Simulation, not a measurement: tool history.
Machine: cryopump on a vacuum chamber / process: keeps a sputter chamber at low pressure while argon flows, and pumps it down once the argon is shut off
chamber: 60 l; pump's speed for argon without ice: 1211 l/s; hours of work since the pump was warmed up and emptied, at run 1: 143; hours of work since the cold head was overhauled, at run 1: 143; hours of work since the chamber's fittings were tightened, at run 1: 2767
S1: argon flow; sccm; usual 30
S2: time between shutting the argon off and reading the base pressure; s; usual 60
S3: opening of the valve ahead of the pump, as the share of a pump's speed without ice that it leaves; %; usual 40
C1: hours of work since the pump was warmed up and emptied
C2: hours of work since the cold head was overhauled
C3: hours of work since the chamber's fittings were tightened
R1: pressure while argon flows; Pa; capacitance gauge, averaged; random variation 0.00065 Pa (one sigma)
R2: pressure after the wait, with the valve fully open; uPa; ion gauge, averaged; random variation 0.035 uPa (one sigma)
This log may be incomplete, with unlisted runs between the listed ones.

Run 1, hour 0.0: usual settings; C1 143; C2 143; C3 2767. Result: R1 0.1072 Pa, R2 2.47 uPa.
Run 2, hour 12.5: usual settings; C1 149; C2 149; C3 2773. Result: R1 0.1070 Pa, R2 2.53 uPa.
Run 3, hour 22.6: usual settings; C1 155; C2 155; C3 2779. Result: R1 0.1066 Pa, R2 2.50 uPa.
Run 4, hour 38.7: usual settings; C1 163; C2 163; C3 2787. Result: R1 0.1063 Pa, R2 2.51 uPa.
Run 5, hour 47.2: usual settings but S2 161 s; C1 167; C2 167; C3 2791. Result: R1 0.1089 Pa, R2 1.49 uPa.
Run 6, hour 64.6: usual settings but S1 12 sccm; C1 176; C2 176; C3 2800. Result: R1 0.0422 Pa, R2 2.48 uPa.
Run 7, hour 81.7: usual settings but S1 17 sccm; C1 185; C2 185; C3 2809. Result: R1 0.0610 Pa, R2 2.45 uPa.
Run 8, hour 97.3: usual settings but S2 63 s; C1 193; C2 193; C3 2817. Result: R1 0.1074 Pa, R2 2.44 uPa.
Run 9, hour 106.2: usual settings but S2 22 s; C1 198; C2 198; C3 2822. Result: R1 0.1071 Pa, R2 5.38 uPa.
Run 10, hour 125.4: usual settings but S2 22 s; C1 208; C2 208; C3 2832. Result: R1 0.1069 Pa, R2 5.39 uPa.
Run 11, hour 144.4: usual settings but S2 22 s; C1 218; C2 218; C3 2842. Result: R1 0.1072 Pa, R2 5.32 uPa.
Run 12, hour 164.0: usual settings but S2 133 s; C1 228; C2 228; C3 2852. Result: R1 0.1083 Pa, R2 1.67 uPa.
Run 13, hour 173.8: usual settings but S2 86 s; C1 233; C2 233; C3 2857. Result: R1 0.1070 Pa, R2 2.16 uPa.
Run 14, hour 189.0: usual settings; C1 241; C2 241; C3 2865. Result: R1 0.1077 Pa, R2 2.53 uPa.
Run 15, hour 203.2: usual settings; C1 248; C2 248; C3 2872. Result: R1 0.1086 Pa, R2 2.58 uPa.
Run 16, hour 215.2: usual settings; C1 254; C2 254; C3 2878. Result: R1 0.1089 Pa, R2 2.56 uPa.
Run 17, hour 226.0: usual settings but S3 17 %; C1 260; C2 260; C3 2884. Result: R1 0.2490 Pa, R2 2.60 uPa.
Run 18, hour 235.6: usual settings but S3 17 %; C1 265; C2 265; C3 2889. Result: R1 0.2496 Pa, R2 2.55 uPa.
Run 19, hour 247.3: usual settings but S2 35 s, S3 42 %; C1 271; C2 271; C3 2895. Result: R1 0.1042 Pa, R2 3.63 uPa.
Run 20, hour 262.9: usual settings but S1 33 sccm, S2 175 s; C1 279; C2 279; C3 2903. Result: R1 0.1191 Pa, R2 1.47 uPa.
Run 21, hour 274.3: usual settings but S1 12 sccm, S2 297 s, S3 23 %; C1 285; C2 285; C3 2909. Result: R1 0.0756 Pa, R2 1.22 uPa.
Run 22, hour 290.0: usual settings but S1 12 sccm, S2 297 s, S3 23 %; C1 293; C2 293; C3 2917. Result: R1 0.0741 Pa, R2 1.23 uPa.
Run 23, hour 302.2: usual settings but S1 34 sccm; C1 299; C2 299; C3 2923. Result: R1 0.1235 Pa, R2 2.58 uPa.
Run 24, hour 314.7: usual settings but S1 34 sccm; C1 306; C2 306; C3 2930. Result: R1 0.1235 Pa, R2 2.51 uPa.
Run 25, hour 328.5: usual settings but S2 31 s, S3 55 %; C1 313; C2 313; C3 2937. Result: R1 0.0810 Pa, R2 4.23 uPa.
Run 26, hour 339.4: usual settings but S3 58 %; C1 319; C2 319; C3 2943. Result: R1 0.0767 Pa, R2 2.63 uPa.
Run 27, hour 354.9: usual settings but S1 38 sccm, S2 67 s, S3 43 %; C1 327; C2 327; C3 2951. Result: R1 0.1283 Pa, R2 2.37 uPa.
Run 28, hour 368.6: usual settings but S1 38 sccm, S2 67 s, S3 43 %; C1 334; C2 334; C3 2958. Result: R1 0.1294 Pa, R2 2.36 uPa.
Run 29, hour 386.3: usual settings but S1 38 sccm, S2 44 s, S3 43 %; C1 343; C2 343; C3 2967. Result: R1 0.1288 Pa, R2 3.26 uPa.
Run 30, hour 402.7: usual settings but S1 13 sccm, S2 44 s, S3 43 %; C1 351; C2 351; C3 2975. Result: R1 0.0442 Pa, R2 3.28 uPa.
Run 31, hour 412.0: usual settings but S1 13 sccm, S2 44 s, S3 43 %; C1 356; C2 356; C3 2980. Result: R1 0.0443 Pa, R2 3.17 uPa.
Run 32, hour 427.8: usual settings but S1 13 sccm, S2 44 s, S3 43 %; C1 364; C2 364; C3 2988. Result: R1 0.0452 Pa, R2 3.19 uPa.
Run 33, hour 439.0: usual settings but S1 16 sccm, S2 296 s; C1 370; C2 370; C3 2994. Result: R1 0.0597 Pa, R2 1.29 uPa.
Run 34, hour 458.3: usual settings but S1 35 sccm, S2 216 s, S3 35 %; C1 380; C2 380; C3 3004. Result: R1 0.1466 Pa, R2 1.42 uPa.

Each row is a separate what-if for the run after 34, all from the same tool condition, not one after another. Results?
Run A, hour 475.6: usual settings but S1 59 sccm; C1 389; C2 389; C3 3013. Result: R1 ?, R2 ?.
Run B, hour 475.6: usual settings but S1 57 sccm; C1 389; C2 389; C3 3013. Result: R1 ?, R2 ?.
Run C, hour 475.6: usual settings but S2 163 s; C1 389; C2 389; C3 3013. Result: R1 ?, R2 ?.
Run D, hour 475.6: usual settings but S1 16 sccm, S2 216 s, S3 35 %; C1 389; C2 389; C3 3013. Result: R1 ?, R2 ?.

run      R1    R2
  A  0.2184  2.67
  B  0.2079  2.66
  C  0.1098  1.54
  D  0.0672  1.45
With the hidden condition removed and each run's random variation left untouched, the same runs would have given:
run      R1    R2
  A  0.2072  1.93
  B  0.1972  1.93
  C  0.1042  0.83
  D  0.0642  0.72

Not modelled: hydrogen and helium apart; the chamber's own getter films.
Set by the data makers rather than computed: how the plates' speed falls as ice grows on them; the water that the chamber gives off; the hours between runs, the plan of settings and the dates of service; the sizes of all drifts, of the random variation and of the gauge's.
